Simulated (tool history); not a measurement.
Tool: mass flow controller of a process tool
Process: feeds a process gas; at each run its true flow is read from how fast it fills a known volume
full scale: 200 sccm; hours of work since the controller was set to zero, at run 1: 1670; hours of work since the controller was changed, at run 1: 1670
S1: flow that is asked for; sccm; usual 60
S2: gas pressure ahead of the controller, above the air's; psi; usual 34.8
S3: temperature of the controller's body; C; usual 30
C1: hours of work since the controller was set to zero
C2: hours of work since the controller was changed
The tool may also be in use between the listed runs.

Run 1, day 0.000: usual settings; C1 1670; C2 1670. Result: true flow (%) 98.34.
Run 2, day 11.762: usual settings; C1 1806; C2 1806. Result: true flow (%) 98.30.
Run 3, day 31.375: usual settings; C1 2032; C2 2032. Result: true flow (%) 98.10.
Run 4, day 42.017: usual settings; C1 2155; C2 2155. Result: true flow (%) 98.04.
Run 5, day 57.738: usual settings; C1 2336; C2 2336. Result: true flow (%) 97.87.
Run 6, day 78.938: usual settings; C1 2580; C2 2580. Result: true flow (%) 97.64.
Run 7, day 99.329: usual settings; C1 2815; C2 2815. Result: true flow (%) 97.67.
Run 8, day 115.621: usual settings but S2 26.7 psi; C1 3003; C2 3003. Result: true flow (%) 97.89.
Run 9, day 134.217: usual settings but S2 26.7 psi; C1 3218; C2 3218. Result: true flow (%) 97.51.
Run 10, day 145.762: usual settings but S2 26.7 psi; C1 3351; C2 3351. Result: true flow (%) 97.43.
Run 11, day 165.458: usual settings but S2 26.7 psi; C1 3578; C2 3578. Result: true flow (%) 97.26.
Run 12, day 183.596: usual settings but S2 26.7 psi; C1 3787; C2 3787. Result: true flow (%) 97.02.
Run 13, day 197.883: usual settings but S2 26.7 psi; C1 3952; C2 3952. Result: true flow (%) 96.88.
Run 14, day 209.717: usual settings but S2 26.7 psi; C1 4088; C2 4088. Result: true flow (%) 96.83.
Run 15, day 220.212: usual settings; C1 4209; C2 4209. Result: true flow (%) 96.42.
Run 16, day 232.875: usual settings; C1 4355; C2 4355. Result: true flow (%) 96.28.
Run 17, day 243.383: usual settings; C1 4476; C2 4476. Result: true flow (%) 96.30.
Run 18, day 258.725: usual settings; C1 4653; C2 4653. Result: true flow (%) 95.93.
Run 19, day 274.096: usual settings; C1 4830; C2 4830. Result: true flow (%) 95.92.
At day 287.262: gauge calibrated.
Run 20, day 293.433: usual settings but S1 54 sccm; C1 5053; C2 5053. Result: true flow (%) 98.32.
Run 21, day 302.129: usual settings; C1 5153; C2 5153. Result: true flow (%) 98.13.
Run 22, day 318.462: usual settings but S3 25 C; C1 5342; C2 5342. Result: true flow (%) 98.43.
Run 23, day 337.596: usual settings but S3 33 C; C1 5562; C2 5562. Result: true flow (%) 97.79.
Run 24, day 348.088: usual settings but S2 31.9 psi, S3 33 C; C1 5683; C2 5683. Result: true flow (%) 97.78.
Run 25, day 358.488: usual settings but S1 22 sccm, S2 36.4 psi, S3 33 C; C1 5803; C2 5803. Result: true flow (%) 97.17.
Run 26, day 377.246: usual settings but S1 22 sccm, S2 29.3 psi, S3 32 C; C1 6019; C2 6019. Result: true flow (%) 97.52.
Run 27, day 394.317: usual settings but S1 57 sccm, S2 35.7 psi; C1 6216; C2 6216. Result: true flow (%) 97.32.
Run 28, day 405.279: usual settings but S1 57 sccm, S2 35.7 psi; C1 6342; C2 6342. Result: true flow (%) 97.29.
Run 29, day 421.288: usual settings but S1 67 sccm, S3 24 C; C1 6527; C2 6527. Result: true flow (%) 97.71.
Run 30, day 435.475: usual settings but S2 35.2 psi, S3 37 C; C1 6691; C2 6691. Result: true flow (%) 96.67.
Run 31, day 455.133: usual settings but S2 35.2 psi, S3 37 C; C1 6917; C2 6917. Result: true flow (%) 96.38.
Run 32, day 467.508: usual settings but S2 35.8 psi; C1 7060; C2 7060. Result: true flow (%) 96.72.
Run 33, day 479.779: usual settings but S2 26.5 psi, S3 21 C; C1 7201; C2 7201. Result: true flow (%) 97.54.
Run 34, day 499.258: usual settings but S1 163 sccm, S2 37.0 psi, S3 23 C; C1 7426; C2 7426. Result: true flow (%) 97.54.
Run 35, day 518.604: usual settings but S1 20 sccm, S2 37.0 psi, S3 20 C; C1 7649; C2 7649. Result: true flow (%) 96.45.
Run 36, day 535.442: usual settings but S1 51 sccm, S2 29.7 psi, S3 20 C; C1 7843; C2 7843. Result: true flow (%) 96.86.
Run 37, day 554.867: usual settings but S1 22 sccm, S2 25.8 psi, S3 40 C; C1 8067; C2 8067. Result: true flow (%) 95.41.
Run 38, day 574.771: usual settings but S1 33 sccm, S2 38.0 psi; C1 8296; C2 8296. Result: true flow (%) 95.41.
Run 39, day 594.671: usual settings but S1 33 sccm, S2 23.4 psi, S3 25 C; C1 8526; C2 8526. Result: true flow (%) 96.34.
Run 40, day 614.346: usual settings but S1 23 sccm, S2 34.5 psi, S3 23 C; C1 8753; C2 8753. Result: true flow (%) 95.61.
At day 629.183: controller's zero set anew.
Run 41, day 633.608: usual settings but S1 23 sccm, S2 34.5 psi, S3 23 C; C1 51; C2 8975. Result: true flow (%) 95.46.
Run 42, day 649.871: usual settings but S1 135 sccm, S2 28.4 psi; C1 238; C2 9162. Result: true flow (%) 96.02.
Run 43, day 664.304: usual settings but S1 135 sccm, S2 28.4 psi; C1 405; C2 9328. Result: true flow (%) 95.77.
Run 44, day 673.983: usual settings but S1 135 sccm, S2 28.4 psi; C1 516; C2 9440. Result: true flow (%) 95.73.
Run 45, day 686.088: usual settings but S2 20.7 psi, S3 33 C; C1 656; C2 9580. Result: true flow (%) 95.30.
Run 46, day 705.112: usual settings but S2 20.7 psi, S3 33 C; C1 875; C2 9799. Result: true flow (%) 95.01.
Run 47, day 714.192: usual settings but S1 101 sccm, S2 35.5 psi, S3 24 C; C1 980; C2 9903. Result: true flow (%) 95.10.
Run 48, day 728.162: usual settings but S1 180 sccm, S2 23.2 psi, S3 28 C; C1 1141; C2 10065. Result: true flow (%) 95.96.

Forecast each of these 4 alternatives for the next run:
Run A, day 737.375: usual settings but S1 40 sccm, S2 32.9 psi, S3 24 C; C1 1247; C2 10171. Result: true flow (%) ?.
Run B, day 737.375: usual settings but S1 59 sccm, S2 20.5 psi, S3 28 C; C1 1247; C2 10171. Result: true flow (%) ?.
Run C, day 737.375: usual settings but S1 36 sccm, S2 29.6 psi, S3 36 C; C1 1247; C2 10171. Result: true flow (%) ?.
Run D, day 737.375: usual settings but S2 22.3 psi, S3 21 C; C1 1247; C2 10171. Result: true flow (%) ?.

run  true flow (%)
  A          94.65
  B          95.03
  C          94.10
  D          95.40
Without the tool's hidden state the same runs would have given:
run  true flow (%)
  A          98.72
  B          99.12
  C          98.15
  D          99.50

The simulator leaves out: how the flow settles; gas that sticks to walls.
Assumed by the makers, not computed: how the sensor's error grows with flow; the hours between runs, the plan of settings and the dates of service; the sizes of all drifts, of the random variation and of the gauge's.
